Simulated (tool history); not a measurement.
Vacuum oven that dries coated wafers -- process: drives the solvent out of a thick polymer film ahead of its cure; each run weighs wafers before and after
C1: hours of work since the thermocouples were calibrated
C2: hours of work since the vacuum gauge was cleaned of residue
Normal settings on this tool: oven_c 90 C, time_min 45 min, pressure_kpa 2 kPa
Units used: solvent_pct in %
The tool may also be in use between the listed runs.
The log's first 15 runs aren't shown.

Run 16, hour 530.2: usual settings; C1 106; C2 469. Result: solvent_pct 2.18 %.
Run 17, hour 569.4: usual settings; C1 124; C2 487. Result: solvent_pct 2.15 %.
Run 18, hour 603: usual settings; C1 139; C2 503. Result: solvent_pct 2.2 %.
Run 19, hour 638.2: usual settings; C1 156; C2 519. Result: solvent_pct 2.14 %.
Run 20, hour 674.1: usual settings; C1 172; C2 536. Result: solvent_pct 2.15 %.
Run 21, hour 722.7: usual settings but oven_c 89 C; C1 195; C2 558. Result: solvent_pct 2.42 %.
Run 22, hour 752.5: usual settings but oven_c 89 C; C1 209; C2 572. Result: solvent_pct 2.43 %.
Run 23, hour 789.8: usual settings but oven_c 89 C; C1 226; C2 589. Result: solvent_pct 2.43 %.
At hour 794.8: vacuum gauge cleaned of residue and calibrated.
Run 24, hour 830.8: usual settings but oven_c 89 C; C1 244; C2 17. Result: solvent_pct 2.39 %.
Run 25, hour 865.8: usual settings but oven_c 89 C; C1 260; C2 33. Result: solvent_pct 2.43 %.
Run 26, hour 910.9: usual settings but oven_c 99 C, time_min 26 min; C1 281; C2 54. Result: solvent_pct 1.55 %.
At hour 940.2: vacuum gauge cleaned of residue and calibrated, once more.
Run 27, hour 946: usual settings but oven_c 83 C, time_min 27 min, pressure_kpa 1.6 kPa; C1 297; C2 3. Result: solvent_pct 7.3 %.
Run 28, hour 994.7: usual settings but oven_c 83 C, time_min 27 min, pressure_kpa 1.6 kPa; C1 319; C2 25. Result: solvent_pct 7.34 %.
Run 29, hour 1039.1: usual settings but oven_c 93 C; C1 340; C2 46. Result: solvent_pct 1.43 %.
Run 30, hour 1072.9: usual settings but oven_c 97 C, time_min 41 min; C1 356; C2 61. Result: solvent_pct 1.06 %.
Run 31, hour 1101.7: usual settings but oven_c 79 C, time_min 60 min, pressure_kpa 1.78 kPa; C1 369; C2 75. Result: solvent_pct 4.76 %.
Run 32, hour 1136.3: usual settings but oven_c 79 C, time_min 60 min, pressure_kpa 1.78 kPa; C1 385; C2 91. Result: solvent_pct 4.68 %.
Run 33, hour 1161.9: usual settings but oven_c 101 C, time_min 60 min, pressure_kpa 6.66 kPa; C1 397; C2 103. Result: solvent_pct 2.33 %.
Run 34, hour 1195.5: usual settings but oven_c 101 C, time_min 60 min, pressure_kpa 6.66 kPa; C1 412; C2 118. Result: solvent_pct 2.28 %.
Run 35, hour 1219: usual settings but oven_c 101 C, time_min 24 min, pressure_kpa 4.36 kPa; C1 423; C2 129. Result: solvent_pct 2.12 %.

What will run 36 give?
Run 36, hour 1254.8: usual settings but oven_c 91 C, time_min 36 min, pressure_kpa 4.36 kPa; C1 440; C2 146. Result: solvent_pct ?.

{"run 36": {"solvent_pct": 3.55}}
Without the tool's hidden state the same run would have given solvent_pct 3.75 %.
